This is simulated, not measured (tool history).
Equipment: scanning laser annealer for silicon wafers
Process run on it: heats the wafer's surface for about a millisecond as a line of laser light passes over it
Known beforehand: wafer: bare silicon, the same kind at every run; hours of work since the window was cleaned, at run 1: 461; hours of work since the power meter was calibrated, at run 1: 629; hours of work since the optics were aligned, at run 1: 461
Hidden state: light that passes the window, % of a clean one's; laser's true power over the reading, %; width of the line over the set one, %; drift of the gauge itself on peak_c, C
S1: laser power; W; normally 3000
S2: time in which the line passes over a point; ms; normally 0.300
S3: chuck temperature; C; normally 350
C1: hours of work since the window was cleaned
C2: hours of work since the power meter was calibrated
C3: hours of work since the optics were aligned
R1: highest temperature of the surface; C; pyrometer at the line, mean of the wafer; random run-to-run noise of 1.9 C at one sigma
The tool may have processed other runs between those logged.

{"run": 1, "hour": 0.0, "S1": 3000, "S2": 0.3, "S3": 350, "C1": 461, "C2": 629, "C3": 461, "R1": 1132}
{"run": 2, "hour": 20.7, "S1": 3000, "S2": 0.3, "S3": 350, "C1": 476, "C2": 644, "C3": 476, "R1": 1133}
{"run": 3, "hour": 34.4, "S1": 3000, "S2": 0.306, "S3": 350, "C1": 486, "C2": 654, "C3": 486, "R1": 1138}
{"run": 4, "hour": 58.0, "S1": 3000, "S2": 0.306, "S3": 350, "C1": 502, "C2": 671, "C3": 502, "R1": 1137}
{"run": 5, "hour": 85.1, "S1": 3000, "S2": 0.306, "S3": 350, "C1": 522, "C2": 690, "C3": 522, "R1": 1136}
{"run": 6, "hour": 96.4, "S1": 3000, "S2": 0.306, "S3": 350, "C1": 530, "C2": 698, "C3": 530, "R1": 1140}
{"run": 7, "hour": 123.6, "S1": 3000, "S2": 0.306, "S3": 350, "C1": 549, "C2": 717, "C3": 549, "R1": 1137}
{"run": 8, "hour": 140.8, "S1": 3000, "S2": 0.306, "S3": 363, "C1": 561, "C2": 729, "C3": 561, "R1": 1154}
{"run": 9, "hour": 168.6, "S1": 3000, "S2": 0.3, "S3": 388, "C1": 581, "C2": 749, "C3": 581, "R1": 1164}
{"run": 10, "hour": 193.0, "S1": 3000, "S2": 0.31, "S3": 350, "C1": 598, "C2": 767, "C3": 598, "R1": 1138}
{"run": 11, "hour": 213.3, "S1": 3000, "S2": 0.3, "S3": 350, "C1": 613, "C2": 781, "C3": 613, "R1": 1127}
{"hour": 225.8, "done": "window over the wafer cleaned"}
{"run": 12, "hour": 235.2, "S1": 3000, "S2": 0.215, "S3": 350, "C1": 7, "C2": 795, "C3": 627, "R1": 1029}
{"run": 13, "hour": 250.8, "S1": 3000, "S2": 0.3, "S3": 378, "C1": 18, "C2": 806, "C3": 638, "R1": 1176}
{"run": 14, "hour": 266.4, "S1": 3000, "S2": 0.3, "S3": 378, "C1": 29, "C2": 817, "C3": 649, "R1": 1172}
{"run": 15, "hour": 287.1, "S1": 3153, "S2": 0.3, "S3": 350, "C1": 44, "C2": 832, "C3": 664, "R1": 1188}
{"run": 16, "hour": 314.2, "S1": 3153, "S2": 0.3, "S3": 350, "C1": 63, "C2": 852, "C3": 683, "R1": 1192}
{"run": 17, "hour": 325.7, "S1": 3153, "S2": 0.3, "S3": 350, "C1": 71, "C2": 860, "C3": 691, "R1": 1187}
{"run": 18, "hour": 344.7, "S1": 3049, "S2": 0.3, "S3": 324, "C1": 85, "C2": 873, "C3": 705, "R1": 1131}
{"run": 19, "hour": 365.7, "S1": 2889, "S2": 0.295, "S3": 333, "C1": 100, "C2": 888, "C3": 720, "R1": 1090}
{"run": 20, "hour": 389.0, "S1": 2889, "S2": 0.295, "S3": 333, "C1": 116, "C2": 905, "C3": 737, "R1": 1088}
{"run": 21, "hour": 415.5, "S1": 2889, "S2": 0.295, "S3": 333, "C1": 135, "C2": 924, "C3": 755, "R1": 1089}
{"run": 22, "hour": 431.1, "S1": 2692, "S2": 0.333, "S3": 382, "C1": 146, "C2": 935, "C3": 766, "R1": 1117}
{"run": 23, "hour": 448.9, "S1": 3000, "S2": 0.3, "S3": 354, "C1": 159, "C2": 947, "C3": 779, "R1": 1143}
{"run": 24, "hour": 472.2, "S1": 3000, "S2": 0.3, "S3": 354, "C1": 175, "C2": 964, "C3": 796, "R1": 1146}
{"run": 25, "hour": 495.5, "S1": 3000, "S2": 0.3, "S3": 354, "C1": 192, "C2": 981, "C3": 812, "R1": 1143}
{"run": 26, "hour": 518.9, "S1": 3000, "S2": 0.311, "S3": 348, "C1": 209, "C2": 997, "C3": 829, "R1": 1152}
{"run": 27, "hour": 539.2, "S1": 3000, "S2": 0.362, "S3": 311, "C1": 223, "C2": 1012, "C3": 843, "R1": 1173}
{"run": 28, "hour": 566.6, "S1": 3000, "S2": 0.362, "S3": 311, "C1": 243, "C2": 1031, "C3": 863, "R1": 1168}
{"run": 29, "hour": 591.8, "S1": 3000, "S2": 0.362, "S3": 365, "C1": 261, "C2": 1049, "C3": 881, "R1": 1226}
{"run": 30, "hour": 617.2, "S1": 3000, "S2": 0.362, "S3": 378, "C1": 279, "C2": 1067, "C3": 899, "R1": 1237}
{"run": 31, "hour": 631.6, "S1": 3000, "S2": 0.362, "S3": 378, "C1": 289, "C2": 1077, "C3": 909, "R1": 1238}
{"run": 32, "hour": 653.1, "S1": 3024, "S2": 0.362, "S3": 373, "C1": 304, "C2": 1093, "C3": 924, "R1": 1241}

Forecast each of these 5 alternatives for the next run:
{"run": "A", "hour": 678.4, "S1": 3231, "S2": 0.3, "S3": 311, "C1": 322, "C2": 1111, "C3": 942, "R1": "?"}
{"run": "B", "hour": 678.4, "S1": 3024, "S2": 0.224, "S3": 373, "C1": 322, "C2": 1111, "C3": 942, "R1": "?"}
{"run": "C", "hour": 678.4, "S1": 3000, "S2": 0.274, "S3": 350, "C1": 322, "C2": 1111, "C3": 942, "R1": "?"}
{"run": "D", "hour": 678.4, "S1": 2826, "S2": 0.223, "S3": 337, "C1": 322, "C2": 1111, "C3": 942, "R1": "?"}
{"run": "E", "hour": 678.4, "S1": 3024, "S2": 0.22, "S3": 373, "C1": 322, "C2": 1111, "C3": 942, "R1": "?"}

run=A R1=1161
run=B R1=1062
run=C R1=1099
run=D R1=974
run=E R1=1053
The same runs, with their run-to-run variation unchanged, on a tool lacking any hidden condition would have given:
run=A R1=1186
run=B R1=1083
run=C R1=1122
run=D R1=993
run=E R1=1073
